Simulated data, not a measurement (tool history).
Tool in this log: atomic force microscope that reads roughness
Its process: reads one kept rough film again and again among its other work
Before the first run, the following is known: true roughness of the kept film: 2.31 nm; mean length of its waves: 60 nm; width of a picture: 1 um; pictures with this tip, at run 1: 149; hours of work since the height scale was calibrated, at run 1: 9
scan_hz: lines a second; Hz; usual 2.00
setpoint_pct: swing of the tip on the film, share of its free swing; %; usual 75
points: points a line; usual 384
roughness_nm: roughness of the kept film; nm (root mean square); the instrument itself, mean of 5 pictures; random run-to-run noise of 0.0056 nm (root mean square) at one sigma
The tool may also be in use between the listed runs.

run	hour	scan_hz	setpoint_pct	points	pictures with this tip	hours of work since the height scale was calibrated	roughness_nm
1	0.0	2.00	75	384	149	9	2.055
2	8.7	2.00	76	384	164	14	2.042
3	17.6	2.00	76	384	178	19	2.054
4	23.4	2.00	76	384	188	22	2.037
5	29.9	0.86	75	384	199	26	2.145
6	37.0	0.56	75	384	211	30	2.176
7	43.7	0.56	75	665	222	34	2.175
8	51.8	0.56	75	665	235	39	2.183
9	55.6	2.00	75	384	241	41	2.039
10	62.6	2.00	75	384	253	46	2.034
11	69.6	1.96	75	384	265	50	2.034
12	78.2	1.96	75	384	279	55	2.032
13	83.9	1.96	75	384	288	58	2.026
14	89.3	1.96	75	384	297	61	2.032
15	94.4	1.10	75	384	306	64	2.108
16	102.2	2.00	69	384	319	69	2.077
17	109.0	2.53	73	437	330	73	2.000
18	115.2	1.43	73	290	340	77	2.087
19	122.3	2.00	63	384	352	81	2.111
# hour 124.8: new tip fitted
20	130.2	2.00	58	283	9	85	2.193
# hour 132.0: height scale calibrated on a step standard
21	137.0	0.73	74	297	19	3	2.207
22	144.7	0.73	73	427	32	8	2.210
23	151.2	0.73	73	427	42	11	2.214
24	159.5	2.19	75	394	56	16	2.060
25	163.2	2.00	90	552	62	18	1.910
26	168.9	1.67	90	329	72	22	1.947
27	174.9	0.50	68	329	82	25	2.226
28	179.9	0.50	68	329	90	28	2.229
# hour 184.3: height scale calibrated on a step standard, once more
29	187.3	2.82	59	865	100	2	2.156
30	196.3	0.96	72	650	115	7	2.177
31	205.4	0.96	72	650	130	13	2.178
32	209.5	0.51	72	546	137	15	2.212

Consider 4 possible next runs. They are alternatives, not a sequence: every one starts from the tool as it was left by run 32. What does each give?
A	217.3	2.00	80	384	150	20	?
B	217.3	1.46	73	384	150	20	?
C	217.3	0.88	80	711	150	20	?
D	217.3	0.81	58	364	150	20	?

run	roughness_nm
A	2.007
B	2.119
C	2.136
D	2.215
Had the tool no hidden state, the same runs would have come out as:
run	roughness_nm
A	2.033
B	2.147
C	2.163
D	2.244

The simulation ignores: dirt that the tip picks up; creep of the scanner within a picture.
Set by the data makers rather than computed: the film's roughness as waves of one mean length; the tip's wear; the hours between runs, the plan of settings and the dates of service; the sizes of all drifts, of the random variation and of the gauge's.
